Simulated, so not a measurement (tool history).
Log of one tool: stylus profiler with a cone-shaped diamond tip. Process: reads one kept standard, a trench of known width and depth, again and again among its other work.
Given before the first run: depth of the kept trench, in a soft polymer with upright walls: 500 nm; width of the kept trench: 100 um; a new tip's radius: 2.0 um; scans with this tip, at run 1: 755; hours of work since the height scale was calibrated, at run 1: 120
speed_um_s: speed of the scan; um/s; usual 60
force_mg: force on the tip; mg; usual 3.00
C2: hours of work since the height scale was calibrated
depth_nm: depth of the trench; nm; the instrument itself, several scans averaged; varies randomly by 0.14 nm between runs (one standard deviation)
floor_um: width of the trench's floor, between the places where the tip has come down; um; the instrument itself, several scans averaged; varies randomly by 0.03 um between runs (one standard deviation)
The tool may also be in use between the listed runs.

{"run": 1, "hour": 0.0, "speed_um_s": 60, "force_mg": 3.0, "scans with this tip": 755, "C2": 120, "depth_nm": 506.42, "floor_um": 97.19}
{"run": 2, "hour": 13.6, "speed_um_s": 60, "force_mg": 3.0, "scans with this tip": 799, "C2": 127, "depth_nm": 506.24, "floor_um": 97.16}
{"run": 3, "hour": 28.0, "speed_um_s": 60, "force_mg": 3.0, "scans with this tip": 845, "C2": 134, "depth_nm": 506.29, "floor_um": 97.09}
{"run": 4, "hour": 41.2, "speed_um_s": 60, "force_mg": 3.0, "scans with this tip": 888, "C2": 141, "depth_nm": 506.07, "floor_um": 97.16}
{"run": 5, "hour": 56.3, "speed_um_s": 19, "force_mg": 3.0, "scans with this tip": 936, "C2": 149, "depth_nm": 505.96, "floor_um": 97.21}
{"hour": 57.7, "done": "height scale calibrated on a step standard"}
{"run": 6, "hour": 74.5, "speed_um_s": 72, "force_mg": 1.33, "scans with this tip": 993, "C2": 9, "depth_nm": 503.78, "floor_um": 97.03}
{"run": 7, "hour": 86.2, "speed_um_s": 60, "force_mg": 1.26, "scans with this tip": 1031, "C2": 15, "depth_nm": 503.28, "floor_um": 97.07}
{"run": 8, "hour": 100.2, "speed_um_s": 16, "force_mg": 1.84, "scans with this tip": 1076, "C2": 22, "depth_nm": 504.31, "floor_um": 97.21}
{"hour": 103.0, "done": "height scale calibrated on a step standard, once more"}
{"run": 9, "hour": 112.6, "speed_um_s": 23, "force_mg": 2.63, "scans with this tip": 1115, "C2": 5, "depth_nm": 505.59, "floor_um": 97.2}
{"run": 10, "hour": 126.7, "speed_um_s": 191, "force_mg": 1.64, "scans with this tip": 1160, "C2": 12, "depth_nm": 504.08, "floor_um": 96.7}

Below are 3 alternative next runs, each starting from the tool's condition after run 10. Predict each:
{"run": "A", "hour": 141.8, "speed_um_s": 114, "force_mg": 2.3, "scans with this tip": 1209, "C2": 20, "depth_nm": "?", "floor_um": "?"}
{"run": "B", "hour": 141.8, "speed_um_s": 66, "force_mg": 2.16, "scans with this tip": 1209, "C2": 20, "depth_nm": "?", "floor_um": "?"}
{"run": "C", "hour": 141.8, "speed_um_s": 123, "force_mg": 3.01, "scans with this tip": 1209, "C2": 20, "depth_nm": "?", "floor_um": "?"}

run=A depth_nm=505.14 floor_um=97.01
run=B depth_nm=504.72 floor_um=97.14
run=C depth_nm=505.91 floor_um=96.93
Had the tool no hidden state, the same runs would have come out as:
run=A depth_nm=505.17 floor_um=97.15
run=B depth_nm=504.75 floor_um=97.29
run=C depth_nm=505.94 floor_um=97.07

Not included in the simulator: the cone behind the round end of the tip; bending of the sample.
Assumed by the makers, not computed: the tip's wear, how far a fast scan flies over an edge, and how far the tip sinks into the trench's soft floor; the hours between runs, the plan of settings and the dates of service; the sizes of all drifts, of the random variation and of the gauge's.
